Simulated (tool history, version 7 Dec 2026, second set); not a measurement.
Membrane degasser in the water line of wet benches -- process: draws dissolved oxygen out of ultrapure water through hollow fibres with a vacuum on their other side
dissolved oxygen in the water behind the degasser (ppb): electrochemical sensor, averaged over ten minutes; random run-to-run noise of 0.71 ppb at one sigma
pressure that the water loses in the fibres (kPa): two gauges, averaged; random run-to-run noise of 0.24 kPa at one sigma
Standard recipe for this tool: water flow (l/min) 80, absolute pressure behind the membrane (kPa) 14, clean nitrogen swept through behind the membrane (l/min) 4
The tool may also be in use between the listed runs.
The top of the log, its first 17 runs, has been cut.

run    hour  water flow (l/min)  absolute pressure behind the membrane (kPa)  clean nitrogen swept through behind the membrane (l/min)  dissolved oxygen in the water behind the degasser (ppb)  pressure that the water loses in the fibres (kPa)
 18   984.6                 111                                         15.3                                                       6.5                                                      486                                              87.53
 19  1019.2                 105                                           14                                                      1.97                                                   1010.9                                              82.35
 20  1053.5                 105                                           14                                                      1.97                                                   1010.9                                              82.96
 21    1106                 105                                           14                                                      1.97                                                   1012.2                                              82.63
 22  1176.7                 105                                           14                                                      1.97                                                   1010.2                                              82.77
 23  1233.7                  59                                         15.2                                                      7.09                                                    233.9                                              46.42
 24  1295.8                  77                                         20.9                                                         4                                                    711.9                                               60.8
 25  1353.4                  77                                         20.9                                                         4                                                    711.6                                              60.72
 26    1402                  56                                         14.5                                                      7.03                                                    211.1                                              44.19
 27    1468                 111                                         14.5                                                      7.03                                                    430.2                                               87.3
 28  1547.8                  51                                           14                                                      3.65                                                    337.6                                              40.23
 29    1583                  48                                           14                                                      5.46                                                    221.6                                              37.89
 30  1655.1                  56                                           11                                                      5.28                                                    192.1                                              44.18
 31    1731                  56                                           11                                                      5.28                                                    191.8                                              44.13
 32    1803                  56                                           11                                                      5.28                                                    191.8                                              44.43
 33  1881.6                  80                                         24.5                                                         4                                                    870.3                                                 63

Predict each of these 3 candidate next runs independently; none follows another, all start after run 33:
  A  1959.9                  81                                         24.5                                                     10.48                                                        ?                                                  ?
  B  1959.9                  80                                         10.2                                                         4                                                        ?                                                  ?
  C  1959.9                 125                                         30.3                                                         4                                                        ?                                                  ?

run  dissolved oxygen in the water behind the degasser (ppb)  pressure that the water loses in the fibres (kPa)
  A                                                    388.3                                              63.67
  B                                                    312.6                                              62.87
  C                                                   1545.3                                              98.93
What these runs would have given with no unlogged condition in the tool:
run  dissolved oxygen in the water behind the degasser (ppb)  pressure that the water loses in the fibres (kPa)
  A                                                    388.3                                              63.65
  B                                                    312.6                                              62.85
  C                                                   1545.2                                               98.9
